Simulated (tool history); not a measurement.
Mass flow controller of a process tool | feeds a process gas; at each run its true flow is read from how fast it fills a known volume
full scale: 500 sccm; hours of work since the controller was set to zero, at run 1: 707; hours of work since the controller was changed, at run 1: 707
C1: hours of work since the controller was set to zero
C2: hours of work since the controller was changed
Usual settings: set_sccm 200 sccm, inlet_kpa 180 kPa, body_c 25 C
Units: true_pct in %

Run 1, hour 0: usual settings; C1 707; C2 707. Result: true_pct 98.38 %.
Run 2, hour 41: usual settings; C1 723; C2 723. Result: true_pct 98.45 %.
Run 3, hour 105.4: usual settings but inlet_kpa 141 kPa; C1 747; C2 747. Result: true_pct 98.63 %.
Run 4, hour 165.5: usual settings but inlet_kpa 141 kPa; C1 770; C2 770. Result: true_pct 98.79 %.
Run 5, hour 213.1: usual settings but inlet_kpa 141 kPa; C1 788; C2 788. Result: true_pct 98.77 %.
Run 6, hour 271.4: usual settings; C1 810; C2 810. Result: true_pct 98.47 %.
Run 7, hour 333.4: usual settings but set_sccm 79 sccm; C1 834; C2 834. Result: true_pct 97.1 %.
Run 8, hour 389.8: usual settings but set_sccm 79 sccm; C1 856; C2 856. Result: true_pct 97.12 %.
Run 9, hour 436.6: usual settings but set_sccm 79 sccm; C1 874; C2 874. Result: true_pct 97.09 %.
Run 10, hour 489.4: usual settings but set_sccm 79 sccm; C1 894; C2 894. Result: true_pct 97.12 %.
Run 11, hour 570.8: usual settings but set_sccm 79 sccm; C1 925; C2 925. Result: true_pct 97.11 %.
Run 12, hour 612: usual settings but set_sccm 79 sccm; C1 941; C2 941. Result: true_pct 97.19 %.
Run 13, hour 655.1: usual settings but set_sccm 79 sccm; C1 957; C2 957. Result: true_pct 97.12 %.
Run 14, hour 737.9: usual settings but set_sccm 79 sccm; C1 989; C2 989. Result: true_pct 97.03 %.
Run 15, hour 788.7: usual settings but set_sccm 79 sccm; C1 1008; C2 1008. Result: true_pct 97 %.
Run 16, hour 825.1: usual settings; C1 1022; C2 1022. Result: true_pct 98.46 %.
Run 17, hour 878.5: usual settings; C1 1042; C2 1042. Result: true_pct 98.43 %.
Run 18, hour 931.4: usual settings; C1 1062; C2 1062. Result: true_pct 98.43 %.
Run 19, hour 977.5: usual settings; C1 1080; C2 1080. Result: true_pct 98.37 %.
Run 20, hour 1062.2: usual settings; C1 1112; C2 1112. Result: true_pct 98.51 %.
Run 21, hour 1143.3: usual settings but inlet_kpa 231 kPa; C1 1143; C2 1143. Result: true_pct 98.24 %.
Run 22, hour 1231.8: usual settings but set_sccm 386 sccm; C1 1177; C2 1177. Result: true_pct 99.84 %.
Run 23, hour 1269.8: usual settings but set_sccm 386 sccm; C1 1192; C2 1192. Result: true_pct 99.95 %.
Run 24, hour 1354.7: usual settings but set_sccm 144 sccm, inlet_kpa 201 kPa, body_c 26 C; C1 1224; C2 1224. Result: true_pct 97.7 %.
Run 25, hour 1417.7: usual settings but set_sccm 219 sccm, inlet_kpa 266 kPa, body_c 26 C; C1 1248; C2 1248. Result: true_pct 97.83 %.
Run 26, hour 1502.5: usual settings but set_sccm 223 sccm, inlet_kpa 249 kPa, body_c 27 C; C1 1280; C2 1280. Result: true_pct 97.97 %.
Run 27, hour 1568: usual settings but set_sccm 63 sccm; C1 1305; C2 1305. Result: true_pct 96.43 %.
Run 28, hour 1657.4: usual settings but set_sccm 308 sccm, inlet_kpa 272 kPa, body_c 35 C; C1 1340; C2 1340. Result: true_pct 97.75 %.
Run 29, hour 1701: usual settings but set_sccm 53 sccm, inlet_kpa 273 kPa; C1 1356; C2 1356. Result: true_pct 95.4 %.
Run 30, hour 1774.8: usual settings but set_sccm 281 sccm, inlet_kpa 145 kPa, body_c 22 C; C1 1384; C2 1384. Result: true_pct 99.68 %.
Run 31, hour 1815.5: usual settings but set_sccm 216 sccm, inlet_kpa 164 kPa, body_c 29 C; C1 1400; C2 1400. Result: true_pct 98.19 %.
Run 32, hour 1865.5: usual settings but set_sccm 216 sccm, inlet_kpa 164 kPa, body_c 29 C; C1 1419; C2 1419. Result: true_pct 98.41 %.
Run 33, hour 1944: usual settings but inlet_kpa 183 kPa; C1 1449; C2 1449. Result: true_pct 98.41 %.
Run 34, hour 2009.4: usual settings but set_sccm 83 sccm, inlet_kpa 150 kPa, body_c 32 C; C1 1474; C2 1474. Result: true_pct 96.45 %.
Run 35, hour 2060.7: usual settings but set_sccm 399 sccm, inlet_kpa 221 kPa, body_c 23 C; C1 1493; C2 1493. Result: true_pct 99.92 %.
Run 36, hour 2134.3: usual settings but set_sccm 399 sccm, inlet_kpa 221 kPa, body_c 23 C; C1 1522; C2 1522. Result: true_pct 99.98 %.
Run 37, hour 2212.2: usual settings but set_sccm 357 sccm, inlet_kpa 202 kPa, body_c 33 C; C1 1551; C2 1551. Result: true_pct 98.91 %.
Run 38, hour 2289.3: usual settings but set_sccm 68 sccm, inlet_kpa 160 kPa; C1 1581; C2 1581. Result: true_pct 96.46 %.
Run 39, hour 2331.8: usual settings but set_sccm 189 sccm; C1 1597; C2 1597. Result: true_pct 98.4 %.
Run 40, hour 2394.6: usual settings but set_sccm 99 sccm, inlet_kpa 259 kPa, body_c 28 C; C1 1621; C2 1621. Result: true_pct 96.2 %.
Run 41, hour 2438.9: usual settings but set_sccm 99 sccm, inlet_kpa 259 kPa, body_c 28 C; C1 1638; C2 1638. Result: true_pct 96.23 %.
Run 42, hour 2490.3: usual settings but set_sccm 478 sccm, inlet_kpa 160 kPa, body_c 33 C; C1 1657; C2 1657. Result: true_pct 100.01 %.
Run 43, hour 2579.1: usual settings but set_sccm 358 sccm, inlet_kpa 160 kPa, body_c 20 C; C1 1691; C2 1691. Result: true_pct 100.43 %.
Run 44, hour 2629.2: usual settings but set_sccm 78 sccm, inlet_kpa 147 kPa, body_c 21 C; C1 1710; C2 1710. Result: true_pct 97.19 %.
Run 45, hour 2714.2: usual settings but set_sccm 303 sccm, inlet_kpa 266 kPa, body_c 29 C; C1 1743; C2 1743. Result: true_pct 98.45 %.

5 ways to go on from here, each from the tool as it stands after run 45. What would each give?
Run A, hour 2766.9: usual settings but inlet_kpa 229 kPa; C1 1763; C2 1763. Result: true_pct ?.
Run B, hour 2766.9: usual settings but set_sccm 100 sccm, inlet_kpa 266 kPa, body_c 23 C; C1 1763; C2 1763. Result: true_pct ?.
Run C, hour 2766.9: usual settings but set_sccm 303 sccm, inlet_kpa 237 kPa, body_c 29 C; C1 1763; C2 1763. Result: true_pct ?.
Run D, hour 2766.9: usual settings but set_sccm 193 sccm; C1 1763; C2 1763. Result: true_pct ?.
Run E, hour 2766.9: usual settings but set_sccm 303 sccm, inlet_kpa 266 kPa, body_c 32 C; C1 1763; C2 1763. Result: true_pct ?.

run  true_pct
  A     98.04
  B     96.66
  C     98.59
  D     98.44
  E     98.14
Without the tool's hidden state the same runs would have given:
run  true_pct
  A     97.75
  B     97.11
  C     98.05
  D     98.18
  E      97.6
